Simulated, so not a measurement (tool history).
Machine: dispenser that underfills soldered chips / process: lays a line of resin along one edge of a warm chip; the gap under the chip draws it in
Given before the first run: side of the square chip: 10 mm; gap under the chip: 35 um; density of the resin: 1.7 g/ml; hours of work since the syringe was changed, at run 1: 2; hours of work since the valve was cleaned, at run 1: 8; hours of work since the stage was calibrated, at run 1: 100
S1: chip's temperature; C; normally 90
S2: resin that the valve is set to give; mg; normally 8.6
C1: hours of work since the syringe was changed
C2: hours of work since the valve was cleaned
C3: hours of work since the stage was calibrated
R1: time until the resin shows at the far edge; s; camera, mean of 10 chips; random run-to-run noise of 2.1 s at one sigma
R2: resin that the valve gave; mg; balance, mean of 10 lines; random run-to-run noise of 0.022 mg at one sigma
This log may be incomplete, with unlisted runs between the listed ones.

| run | hour | S1 | S2 | C1 | C2 | C3 | R1 | R2 |
|---|---|---|---|---|---|---|---|---|
| 1 | 0 | 90 | 8.6 | 2 | 8 | 100 | 241.5 | 8.57 |
| 2 | 4.4 | 90 | 8.6 | 5 | 11 | 103 | 311.5 | 8.62 |
| 3 | 8.8 | 90 | 8.6 | 8 | 14 | 106 | 402.9 | 8.58 |
| 4 | 10.9 | 90 | 8.6 | 9 | 15 | 107 | 455.5 | 8.62 |
| 5 | 13.6 | 90 | 8.6 | 11 | 17 | 109 | 521.4 | 8.56 |
|  | 15.7 | new syringe of resin |
| 6 | 16.1 | 90 | 8.26 | 0 | 18 | 111 | 203.5 | 8.19 |
| 7 | 20.6 | 90 | 8.6 | 3 | 21 | 113 | 260.4 | 8.57 |
| 8 | 23 | 90 | 8.6 | 5 | 23 | 115 | 299 | 8.52 |
| 9 | 25.7 | 90 | 8.6 | 6 | 25 | 117 | 340.7 | 8.57 |
| 10 | 30 | 84 | 10.37 | 9 | 27 | 120 | 573.8 | 10.26 |
| 11 | 32 | 88 | 8.63 | 11 | 29 | 121 | 537.4 | 8.54 |
|  | 34.7 | new syringe of resin |
| 12 | 36.2 | 77 | 8.74 | 1 | 31 | 123 | 414 | 8.62 |
| 13 | 40.5 | 90 | 8.88 | 4 | 34 | 126 | 278.6 | 8.82 |
| 14 | 43.5 | 90 | 8.88 | 6 | 36 | 128 | 323.9 | 8.78 |
| 15 | 47.5 | 98 | 9.73 | 8 | 38 | 131 | 271 | 9.64 |
| 16 | 50.9 | 85 | 9.72 | 10 | 41 | 133 | 614.6 | 9.55 |
|  | 53.5 | new syringe of resin |
| 17 | 54.7 | 100 | 9.68 | 1 | 43 | 135 | 131.3 | 9.55 |
| 18 | 58.1 | 81 | 10.25 | 3 | 45 | 137 | 395.2 | 10.09 |

How the hidden state differs across the entries between the runs, from the last listed run before each to the first after it:
Run 5 -> run 6: new syringe of resin (hour 15.7)
  resin's viscosity, % of fresh resin's: 258.6 -> 100; dose that the valve gives, % of what is set: 99.51 -> 99.45; true chip temperature over the reading, C: 0.4 -> 0.41
  measured minus no-state result, R1: +316 -> -3.8 s; R2: -0.04 -> -0.05 mg
Run 11 -> run 12: new syringe of resin (hour 34.7)
  resin's viscosity, % of fresh resin's: 240.6 -> 107.5; dose that the valve gives, % of what is set: 99.04 -> 98.93; true chip temperature over the reading, C: 0.47 -> 0.49
  measured minus no-state result, R1: +309.3 -> +19.8 s; R2: -0.08 -> -0.1 mg
Run 16 -> run 17: new syringe of resin (hour 53.5)
  resin's viscosity, % of fresh resin's: 242.4 -> 107; dose that the valve gives, % of what is set: 98.56 -> 98.46; true chip temperature over the reading, C: 0.55 -> 0.56
  measured minus no-state result, R1: +354.8 -> +5.6 s; R2: -0.14 -> -0.15 mg

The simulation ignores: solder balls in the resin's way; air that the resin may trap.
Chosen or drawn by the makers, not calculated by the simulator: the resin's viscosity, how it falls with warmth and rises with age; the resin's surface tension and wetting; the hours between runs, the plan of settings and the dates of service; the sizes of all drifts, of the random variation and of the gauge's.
